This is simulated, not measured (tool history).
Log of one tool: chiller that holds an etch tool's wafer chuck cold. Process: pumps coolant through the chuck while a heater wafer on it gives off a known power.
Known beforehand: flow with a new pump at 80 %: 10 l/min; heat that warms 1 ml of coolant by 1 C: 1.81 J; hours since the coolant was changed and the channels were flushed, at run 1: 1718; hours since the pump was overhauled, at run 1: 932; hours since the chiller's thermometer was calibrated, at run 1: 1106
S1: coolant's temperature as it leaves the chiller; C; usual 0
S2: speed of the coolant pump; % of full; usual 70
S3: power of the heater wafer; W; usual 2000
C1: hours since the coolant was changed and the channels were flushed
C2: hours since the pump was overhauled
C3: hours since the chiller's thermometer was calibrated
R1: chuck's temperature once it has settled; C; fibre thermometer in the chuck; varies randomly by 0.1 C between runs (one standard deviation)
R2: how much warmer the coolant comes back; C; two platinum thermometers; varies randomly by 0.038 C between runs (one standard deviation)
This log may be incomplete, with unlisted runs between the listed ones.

run   hour  S1  S2    S3    C1    C2    C3    R1    R2
  1    0.0   0  70  2000  1718   932  1106  21.1  7.68
  2   39.9   0  70  2000  1758   971  1146  21.2  7.64
  3   57.6   0  70  2000  1775   989  1164  21.0  7.66
  4   95.8   0  70  2595  1813  1027  1202  27.3  9.82
  5  116.1   0  70  2595  1834  1048  1223  27.4  9.89
  6  137.1   0  70  2595  1855  1069  1244  27.2  9.83
  7  167.1   0  70  2595  1885  1099  1274  27.3  9.92
  8  192.5   0  70  2000  1910  1124  1299  21.0  7.55
  9  228.2   0  70  2000  1946  1160  1335  20.9  7.53
 10  261.4   0  70  2000  1979  1193  1368  21.1  7.51
 11  301.8   0  70  2000  2019  1233  1408  21.2  7.56
 12  319.0   0  70  2000  2037  1251  1425  21.1  7.53
 13  348.9   7  70  2000  2067  1281  1455  28.0  7.46
 14  386.6   7  70  2000  2104  1318  1493  28.0  7.44
 15  418.5   7  70  1875  2136  1350  1525  26.7  6.95
     453.8  -- gauge calibrated
 16  457.1   8  76  1323  2175  1389  1563  21.0  4.62
 17  485.2   4  73  1243  2203  1417  1592  16.7  4.54
 18  516.3   0  62  1423  2234  1448  1623  16.5  6.23
 19  540.9   0  73  1208  2259  1473  1647  12.2  4.34
 20  582.0   0  73  1208  2300  1514  1688  12.1  4.36
 21  619.8   4  72  2000  2337  1551  1726  24.4  7.34
 22  650.2  -9  75  1365  2368  1582  1757   4.5  4.76
 23  686.1  -3  70  2000  2404  1618  1793  18.0  7.46
 24  709.9  -9  95  2000  2428  1641  1816   6.9  5.32
 25  748.0  10  92  2276  2466  1680  1854  28.7  6.27
 26  779.9  -3  62  2000  2498  1712  1886  20.6  8.64
 27  798.4  -3  62  2000  2516  1730  1905  20.4  8.61
 28  818.2  -2  70  1907  2536  1750  1925  17.9  7.08

Each run again, without the hidden state but with its own random variation kept:
Hidden state present: heat passed by the chuck's channels, % of clean ones'; flow at a given pump speed, % of a new pump's; coolant's true temperature over the reading, C; drift of the gauge itself on chuck_c, C; drift of the gauge itself on warmer_back_c, C.
run     R2
  1   7.68
  2   7.66
  3   7.69
  4   9.88
  5   9.96
  6   9.92
  7  10.02
  8   7.68
  9   7.68
 10   7.68
 11   7.76
 12   7.74
 13   7.69
 14   7.70
 15   7.23
 16   4.62
 17   4.56
 18   6.27
 19   4.39
 20   4.44
 21   7.45
 22   4.89
 23   7.61
 24   5.49
 25   6.46
 26   8.85
 27   8.83
 28   7.32
R1: differs from the measured result by no more than 0.1 C in any run.
